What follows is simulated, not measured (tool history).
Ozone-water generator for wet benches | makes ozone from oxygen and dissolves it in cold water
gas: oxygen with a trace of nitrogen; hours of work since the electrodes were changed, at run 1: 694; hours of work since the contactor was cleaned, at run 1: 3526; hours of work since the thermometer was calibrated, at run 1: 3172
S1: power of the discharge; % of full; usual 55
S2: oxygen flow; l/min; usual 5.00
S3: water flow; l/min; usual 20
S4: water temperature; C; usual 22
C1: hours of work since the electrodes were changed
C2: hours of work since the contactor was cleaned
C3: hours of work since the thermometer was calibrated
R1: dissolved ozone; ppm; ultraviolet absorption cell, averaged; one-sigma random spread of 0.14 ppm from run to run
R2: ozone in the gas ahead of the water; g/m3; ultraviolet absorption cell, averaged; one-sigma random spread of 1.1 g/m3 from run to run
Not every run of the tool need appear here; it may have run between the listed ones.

run    hour  S1    S2  S3  S4    C1    C2    C3    R1     R2
  1     0.0  55  5.00  20  22   694  3526  3172  14.4  189.4
  2   215.9  55  5.00  20  22   826  3658  3304  14.2  188.4
      349.7  -- water thermometer calibrated
  3   369.5  55  5.00  20  22   920  3752    12  14.2  188.2
  4   508.9  43  5.00  20  22  1005  3838    98  11.3  151.5
  5   719.4  43  5.00  20  22  1134  3966   226  11.2  150.8
  6   881.4  66  5.55  21  23  1233  4066   326  15.3  207.1
  7   981.1  48  5.00  20  15  1294  4127   387  13.9  167.9
  8  1106.1  48  5.00  20  15  1371  4203   463  13.7  165.7
  9  1207.8  48  5.00  20  15  1433  4266   526  13.4  166.1
     1319.6  -- water thermometer calibrated, once more
 10  1342.2  67  3.95  27  15  1515  4348    14  14.2  260.5

3 options for the next run, each taken on its own from the tool as it stands now. Forecast them:
  A  1460.7  47  2.52  15  22  1588  4420  86   ?   ?
  B  1460.7  67  3.95  16  14  1588  4420  86   ?   ?
  C  1460.7  89  5.00  19  22  1588  4420  86   ?   ?

run    R1     R2
  A  16.3  258.3
  B  22.6  258.5
  C  22.2  283.4
Had the tool no hidden state, the same runs would have come out as:
run    R1     R2
  A  18.1  263.8
  B  25.4  266.7
  C  25.2  294.8
